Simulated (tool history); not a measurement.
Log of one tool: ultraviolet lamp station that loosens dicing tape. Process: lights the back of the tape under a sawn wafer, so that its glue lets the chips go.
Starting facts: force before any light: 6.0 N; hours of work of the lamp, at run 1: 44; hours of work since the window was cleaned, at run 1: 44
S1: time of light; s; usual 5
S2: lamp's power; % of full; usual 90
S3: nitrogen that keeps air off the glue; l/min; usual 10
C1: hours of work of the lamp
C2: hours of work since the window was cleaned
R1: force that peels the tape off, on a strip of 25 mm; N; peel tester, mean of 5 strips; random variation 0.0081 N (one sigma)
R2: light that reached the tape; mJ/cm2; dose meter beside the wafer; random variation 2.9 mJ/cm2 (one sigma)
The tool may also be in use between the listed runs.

run 1 hour=0 | S1=5 S2=90 S3=10 | C1=44 C2=44 | R1=0.344 R2=400
run 2 hour=22.6 | S1=5 S2=90 S3=10 | C1=62 C2=62 | R1=0.369 R2=393
run 3 hour=37.7 | S1=5 S2=90 S3=10 | C1=73 C2=73 | R1=0.376 R2=387
run 4 hour=51.1 | S1=5 S2=90 S3=10 | C1=84 C2=84 | R1=0.376 R2=380
run 5 hour=63.4 | S1=3 S2=90 S3=10 | C1=93 C2=93 | R1=1.046 R2=227
run 6 hour=77.1 | S1=3 S2=90 S3=10 | C1=104 C2=104 | R1=1.022 R2=226
run 7 hour=92.4 | S1=3 S2=95 S3=10 | C1=116 C2=116 | R1=1.01 R2=237
run 8 hour=116.6 | S1=5 S2=90 S3=6 | C1=135 C2=135 | R1=0.548 R2=368
run 9 hour=141.6 | S1=5 S2=99 S3=10 | C1=155 C2=155 | R1=0.357 R2=393
run 10 hour=151.7 | S1=5 S2=99 S3=10 | C1=163 C2=163 | R1=0.352 R2=400
run 11 hour=168.2 | S1=5 S2=99 S3=10 | C1=176 C2=176 | R1=0.363 R2=392
run 12 hour=182.7 | S1=5 S2=99 S3=10 | C1=187 C2=187 | R1=0.367 R2=388
run 13 hour=206.6 | S1=5 S2=99 S3=10 | C1=206 C2=206 | R1=0.383 R2=383
run 14 hour=226.9 | S1=5 S2=99 S3=10 | C1=222 C2=222 | R1=0.405 R2=375
run 15 hour=242.5 | S1=5 S2=99 S3=10 | C1=234 C2=234 | R1=0.415 R2=370
run 16 hour=257 | S1=5 S2=99 S3=10 | C1=245 C2=245 | R1=0.417 R2=366
run 17 hour=273.4 | S1=5 S2=90 S3=10 | C1=258 C2=258 | R1=0.519 R2=333
run 18 hour=285.4 | S1=5 S2=90 S3=10 | C1=267 C2=267 | R1=0.538 R2=327
run 19 hour=305.4 | S1=5 S2=89 S3=10 | C1=283 C2=283 | R1=0.575 R2=318
run 20 hour=325.8 | S1=5 S2=99 S3=10 | C1=299 C2=299 | R1=0.462 R2=352
run 21 hour=344.9 | S1=5 S2=61 S3=10 | C1=314 C2=314 | R1=1.208 R2=218
run 22 hour=355.5 | S1=5 S2=61 S3=10 | C1=322 C2=322 | R1=1.159 R2=208
-- hour=358.1 window cleaned of glue's vapour
run 23 hour=380.6 | S1=5 S2=90 S3=8 | C1=342 C2=18 | R1=0.802 R2=285
run 24 hour=402.9 | S1=5 S2=90 S3=10 | C1=359 C2=35 | R1=0.738 R2=278
run 25 hour=413.8 | S1=5 S2=90 S3=10 | C1=368 C2=44 | R1=0.76 R2=276
run 26 hour=436.7 | S1=5 S2=90 S3=10 | C1=386 C2=62 | R1=0.765 R2=274

What does the tool deliver on the next run?
run 27 hour=447.3 | S1=9 S2=90 S3=12 | C1=394 C2=70 | R1=? R2=?

{"run 27": {"R1": 0.207, "R2": 484}}
On a tool with no hidden condition, and with the same random variation, this run would have come out at R1 0.119 N, R2 750 mJ/cm2.
